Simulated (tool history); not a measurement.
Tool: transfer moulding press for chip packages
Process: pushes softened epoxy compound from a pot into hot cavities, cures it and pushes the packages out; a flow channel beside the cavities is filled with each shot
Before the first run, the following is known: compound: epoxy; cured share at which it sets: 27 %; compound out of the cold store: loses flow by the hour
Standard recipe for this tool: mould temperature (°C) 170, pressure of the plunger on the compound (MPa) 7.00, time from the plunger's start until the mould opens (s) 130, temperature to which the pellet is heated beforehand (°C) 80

run   hour  mould temperature (°C)  pressure of the plunger on the compound (MPa)  time from the plunger's start until the mould opens (s)  temperature to which the pellet is heated beforehand (°C)  incoming compound's hours out of the cold store  length that the compound runs in the flow channel (mm)  greatest force on the pins that push the packages out (N)
  1    0.0                     170                                           7.00                                                      130                                                         80                                             13.1                                                     800                                                        414
  2    7.9                     165                                           7.00                                                      130                                                         80                                             47.8                                                     726                                                        532
  3   20.0                     165                                           7.00                                                      130                                                         80                                             14.1                                                     797                                                        641
      27.3  -- mould's thermocouples calibrated
  4   36.1                     170                                           7.00                                                      130                                                         80                                             23.7                                                     772                                                        511
  5   47.2                     170                                           7.00                                                      130                                                         80                                             36.5                                                     747                                                        527
  6   55.5                     170                                           7.00                                                      130                                                         80                                             39.0                                                     731                                                        558
  7   66.5                     170                                           7.00                                                      130                                                         80                                             41.9                                                     723                                                        563
      73.9  -- cavities cleaned with cleaning compound and waxed
  8   76.1                     170                                           7.00                                                      130                                                         80                                             26.8                                                     764                                                        421
  9   83.2                     170                                           7.00                                                      130                                                         80                                             46.9                                                     707                                                        437
 10   91.2                     170                                           7.00                                                      130                                                         80                                             35.4                                                     728                                                        474
 11   99.9                     170                                           7.00                                                      130                                                         83                                             35.4                                                     734                                                        479
 12  110.8                     170                                           5.73                                                      130                                                         80                                              9.8                                                     719                                                        524
 13  117.4                     170                                           5.73                                                      122                                                         80                                              9.7                                                     722                                                        579
 14  130.5                     170                                           5.73                                                      122                                                         80                                             23.9                                                     693                                                        613
 15  140.5                     170                                           5.73                                                      122                                                         80                                             44.6                                                     646                                                        645
     146.1  -- cavities cleaned with cleaning compound and waxed
 16  151.4                     170                                           5.73                                                      163                                                         80                                             21.2                                                     700                                                        379
 17  164.0                     170                                           5.73                                                      163                                                         80                                             38.8                                                     653                                                        419
 18  172.0                     176                                           7.00                                                      130                                                         86                                             16.6                                                     754                                                        421
     185.5  -- plunger's sealing rings changed
 19  188.6                     176                                           7.00                                                      130                                                         86                                             11.4                                                     849                                                        466
 20  196.6                     166                                           7.19                                                      168                                                         89                                             17.4                                                     888                                                        493
 21  203.3                     163                                           6.04                                                      121                                                         85                                             36.5                                                     768                                                        961
 22  215.2                     170                                           6.19                                                      130                                                         89                                             23.0                                                     784                                                        582
     221.2  -- cavities cleaned with cleaning compound and waxed
 23  228.7                     163                                           7.00                                                      130                                                         80                                             19.9                                                     874                                                        671
 24  240.2                     163                                           7.00                                                      130                                                         80                                             24.0                                                     863                                                        718
 25  247.1                     171                                           6.11                                                      150                                                         87                                             40.2                                                     730                                                        436

The next listed run, before its measurement:
 26  253.5                     171                                           6.11                                                      150                                                         87                                             23.2                                                       ?                                                          ?

{"run 26": {"length that the compound runs in the flow channel (mm)": 766, "greatest force on the pins that push the packages out (N)": 440}}
Were there no unlogged condition in the tool, this run, its random variation unchanged, would have produced length that the compound runs in the flow channel (mm) 778, greatest force on the pins that push the packages out (N) 354.

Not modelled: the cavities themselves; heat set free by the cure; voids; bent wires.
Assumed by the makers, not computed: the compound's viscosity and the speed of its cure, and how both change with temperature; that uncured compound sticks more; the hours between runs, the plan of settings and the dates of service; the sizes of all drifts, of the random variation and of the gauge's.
